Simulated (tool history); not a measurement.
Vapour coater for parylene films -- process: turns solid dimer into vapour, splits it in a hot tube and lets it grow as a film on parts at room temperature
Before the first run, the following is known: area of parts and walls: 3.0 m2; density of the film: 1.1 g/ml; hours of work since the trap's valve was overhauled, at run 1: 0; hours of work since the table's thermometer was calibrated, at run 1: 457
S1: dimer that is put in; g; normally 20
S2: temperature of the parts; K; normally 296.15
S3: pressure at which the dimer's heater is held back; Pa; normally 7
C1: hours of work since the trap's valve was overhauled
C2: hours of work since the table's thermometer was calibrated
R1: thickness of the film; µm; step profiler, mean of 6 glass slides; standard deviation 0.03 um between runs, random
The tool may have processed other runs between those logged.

run	hour	S1	S2	S3	C1	C2	R1
1	0	20	296.15	7	0	457	2.8
2	53.9	20	296.15	7	36	493	2.78
3	102.7	20	296.15	7	69	526	2.81
4	155.1	20	296.15	7	104	561	2.78
5	209.8	20	296.15	7	141	597	2.72
6	244.8	20	296.15	7	164	621	2.78
7	270.2	20	296.15	7	181	638	2.81
8	303.4	20	296.15	7	203	660	2.79
9	363.2	14	296.15	7	244	700	1.94
10	410.3	29	296.15	7	275	732	4.05
11	439.8	20	296.15	4.81	295	751	3.02
12	485.1	20	296.15	4.81	325	782	3
13	520.2	20	288.15	4.81	349	805	4.31
# hour 583: trap's valve overhauled
14	583.1	15	296.15	7	0	845	2.1
15	607.3	20	296.15	2.36	16	861	3.5
16	656	20	296.15	2.36	49	894	3.53
17	681.7	20	296.15	2.36	66	911	3.56
18	730.2	32	296.15	7	99	943	4.41
19	785.4	20	296.15	7	136	980	2.84
# hour 808.7: table's thermometer calibrated
20	837	20	296.15	7	170	19	2.82
21	876.4	20	296.15	7	196	45	2.76
22	918.4	20	296.15	7	224	74	2.77
23	946.7	12	291.15	2.36	243	93	2.6
24	1003.2	12	291.15	2.36	281	130	2.64
25	1040	34	293.15	2.36	306	155	6.86
26	1077	10	300.15	2.36	330	180	1.47
27	1103.8	10	300.15	5.36	348	198	1.24
28	1153.1	28	294.15	6.82	381	231	4.27
# hour 1164.2: trap's valve overhauled
29	1202.6	20	304.15	7	26	261	1.93
30	1232.7	20	304.15	7	46	282	1.94
31	1288.1	12	296.15	2.26	83	319	2.07
32	1319.8	20	290.15	11.74	104	340	3.3
33	1351.3	14	295.15	3.28	125	361	2.43
34	1393.3	9	300.15	7.78	154	389	1.02
35	1426.3	9	301.15	9.89	176	411	0.9
36	1482.4	9	294.15	9.89	213	449	1.3
37	1524.1	9	294.15	9.89	241	477	1.27
38	1576.8	12	289.15	7	277	512	2.34
39	1631.2	15	289.15	8.62	313	549	2.73
40	1686.9	15	289.15	8.62	350	586	2.7

5 ways to go on from here, each from the tool as it stands after run 40. What would each give?
A	1723.6	20	302.15	7	375	611	?
B	1723.6	15	290.15	8.62	375	611	?
C	1723.6	20	296.15	2.92	375	611	?
D	1723.6	30	289.15	8.62	375	611	?
E	1723.6	15	296.15	7	375	611	?

run	R1
A	2.15
B	2.58
C	3.32
D	5.56
E	2.13
With no hidden state in the tool, these same runs would have given:
run	R1
A	2.16
B	2.6
C	3.34
D	5.6
E	2.14

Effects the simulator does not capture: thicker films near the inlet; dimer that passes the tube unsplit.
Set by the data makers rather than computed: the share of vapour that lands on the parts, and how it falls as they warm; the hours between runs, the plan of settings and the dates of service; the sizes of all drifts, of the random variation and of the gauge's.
